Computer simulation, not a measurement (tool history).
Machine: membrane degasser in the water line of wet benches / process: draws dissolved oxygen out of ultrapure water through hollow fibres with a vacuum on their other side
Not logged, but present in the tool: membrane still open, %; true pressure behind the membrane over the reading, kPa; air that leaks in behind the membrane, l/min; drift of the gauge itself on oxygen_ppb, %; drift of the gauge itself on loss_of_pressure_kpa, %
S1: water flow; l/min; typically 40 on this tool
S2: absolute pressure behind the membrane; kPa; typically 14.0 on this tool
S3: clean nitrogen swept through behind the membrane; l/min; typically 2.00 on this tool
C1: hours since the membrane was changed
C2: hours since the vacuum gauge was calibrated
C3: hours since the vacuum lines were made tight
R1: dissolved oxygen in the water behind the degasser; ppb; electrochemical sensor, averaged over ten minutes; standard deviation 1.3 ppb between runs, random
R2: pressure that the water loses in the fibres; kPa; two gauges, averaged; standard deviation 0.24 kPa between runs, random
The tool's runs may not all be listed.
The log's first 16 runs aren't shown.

run 17 hour=774.6 | S1=42 S2=14.0 S3=2.00 | C1=3359 C2=512 C3=9699 | R1=488.9 R2=66.33
run 18 hour=825.9 | S1=40 S2=9.1 S3=1.64 | C1=3410 C2=564 C3=9750 | R1=314.2 R2=63.13
run 19 hour=878.1 | S1=40 S2=9.1 S3=1.64 | C1=3462 C2=616 C3=9802 | R1=314.2 R2=63.55
run 20 hour=917.0 | S1=40 S2=10.3 S3=5.06 | C1=3501 C2=655 C3=9841 | R1=141.2 R2=63.25
run 21 hour=973.9 | S1=40 S2=10.3 S3=5.06 | C1=3558 C2=712 C3=9898 | R1=142.0 R2=63.30
run 22 hour=1046.3 | S1=53 S2=10.3 S3=5.00 | C1=3630 C2=784 C3=9970 | R1=199.2 R2=83.87
run 23 hour=1086.3 | S1=60 S2=30.5 S3=5.06 | C1=3670 C2=824 C3=10010 | R1=737.6 R2=95.44
run 24 hour=1138.2 | S1=56 S2=24.3 S3=4.21 | C1=3722 C2=876 C3=10062 | R1=638.1 R2=88.99
run 25 hour=1187.6 | S1=56 S2=24.3 S3=4.21 | C1=3772 C2=925 C3=10112 | R1=637.1 R2=89.09
run 26 hour=1242.0 | S1=44 S2=13.1 S3=1.73 | C1=3826 C2=980 C3=10166 | R1=531.4 R2=69.71
run 27 hour=1292.7 | S1=44 S2=13.1 S3=1.73 | C1=3877 C2=1031 C3=10217 | R1=530.4 R2=69.65
run 28 hour=1337.3 | S1=44 S2=13.1 S3=1.73 | C1=3921 C2=1075 C3=10261 | R1=533.7 R2=69.72
run 29 hour=1383.6 | S1=40 S2=14.0 S3=2.90 | C1=3968 C2=1121 C3=10308 | R1=343.6 R2=63.20
run 30 hour=1436.3 | S1=40 S2=14.0 S3=2.90 | C1=4020 C2=1174 C3=10360 | R1=345.4 R2=63.85
run 31 hour=1506.7 | S1=40 S2=14.0 S3=2.90 | C1=4091 C2=1245 C3=10431 | R1=342.0 R2=63.77
run 32 hour=1573.5 | S1=36 S2=26.7 S3=4.28 | C1=4158 C2=1311 C3=10498 | R1=458.0 R2=57.31

3 ways to go on from here, each from the tool as it stands after run 32. What would each give?
run A hour=1615.9 | S1=35 S2=34.2 S3=5.70 | C1=4200 C2=1354 C3=10540 | R1=? R2=?
run B hour=1615.9 | S1=50 S2=28.9 S3=2.07 | C1=4200 C2=1354 C3=10540 | R1=? R2=?
run C hour=1615.9 | S1=48 S2=12.3 S3=1.48 | C1=4200 C2=1354 C3=10540 | R1=? R2=?

run=A R1=447.3 R2=56.10
run=B R1=1205.7 R2=79.66
run=C R1=599.8 R2=76.75
Take away the tool's hidden state, keep each run's random variation, and the runs would have read:
run=A R1=440.3 R2=54.38
run=B R1=1194.4 R2=77.19
run=C R1=590.7 R2=74.39
